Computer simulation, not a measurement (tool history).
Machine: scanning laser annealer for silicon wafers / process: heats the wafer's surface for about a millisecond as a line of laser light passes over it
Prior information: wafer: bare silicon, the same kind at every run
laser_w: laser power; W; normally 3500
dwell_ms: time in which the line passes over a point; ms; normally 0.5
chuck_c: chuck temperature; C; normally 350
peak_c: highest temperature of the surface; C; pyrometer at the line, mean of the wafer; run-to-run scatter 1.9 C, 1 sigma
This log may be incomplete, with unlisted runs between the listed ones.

| run | hour | laser_w | dwell_ms | chuck_c | peak_c |
|---|---|---|---|---|---|
| 1 | 0 | 3500 | 0.5 | 350 | 1184 |
| 2 | 5.8 | 3159 | 0.5 | 350 | 1099 |
| 3 | 14 | 3159 | 0.5 | 350 | 1100 |
| 4 | 24.5 | 3159 | 0.5 | 340 | 1091 |
| 5 | 30.5 | 3159 | 0.5 | 340 | 1088 |
| 6 | 36.9 | 3302 | 0.5 | 350 | 1133 |
| 7 | 42.7 | 3302 | 0.5 | 350 | 1136 |
| 8 | 54.5 | 3302 | 0.5 | 350 | 1136 |
| 9 | 61.1 | 3500 | 0.5 | 334 | 1170 |
| 10 | 67.6 | 3500 | 0.412 | 350 | 1103 |
| 11 | 74.1 | 3500 | 0.583 | 350 | 1254 |
| 12 | 87.2 | 3500 | 0.583 | 350 | 1253 |
| 13 | 92.8 | 3511 | 0.615 | 350 | 1283 |
| 14 | 98.1 | 3511 | 0.615 | 350 | 1280 |
| 15 | 105.3 | 3553 | 0.353 | 382 | 1091 |
| 16 | 114.1 | 3073 | 0.459 | 348 | 1043 |
| 17 | 121 | 3073 | 0.459 | 348 | 1045 |
| 18 | 127.9 | 3073 | 0.459 | 348 | 1045 |
| 19 | 140.8 | 3073 | 0.459 | 348 | 1045 |
| 20 | 149.7 | 3026 | 0.56 | 340 | 1100 |
| 21 | 160.9 | 3644 | 0.385 | 334 | 1099 |
| 22 | 172.1 | 3644 | 0.385 | 334 | 1099 |
| 23 | 179.7 | 3765 | 0.488 | 389 | 1282 |

Here are 4 independent what-if runs from the current tool condition. What would each one return?
| A | 188.5 | 3500 | 0.385 | 330 | ? |
| B | 188.5 | 3774 | 0.479 | 350 | ? |
| C | 188.5 | 3500 | 0.526 | 352 | ? |
| D | 188.5 | 3765 | 0.488 | 389 | ? |

| run | peak_c |
|---|---|
| A | 1061 |
| B | 1233 |
| C | 1208 |
| D | 1281 |
With no hidden state in the tool, these same runs would have given:
| run | peak_c |
|---|---|
| A | 1062 |
| B | 1233 |
| C | 1208 |
| D | 1282 |

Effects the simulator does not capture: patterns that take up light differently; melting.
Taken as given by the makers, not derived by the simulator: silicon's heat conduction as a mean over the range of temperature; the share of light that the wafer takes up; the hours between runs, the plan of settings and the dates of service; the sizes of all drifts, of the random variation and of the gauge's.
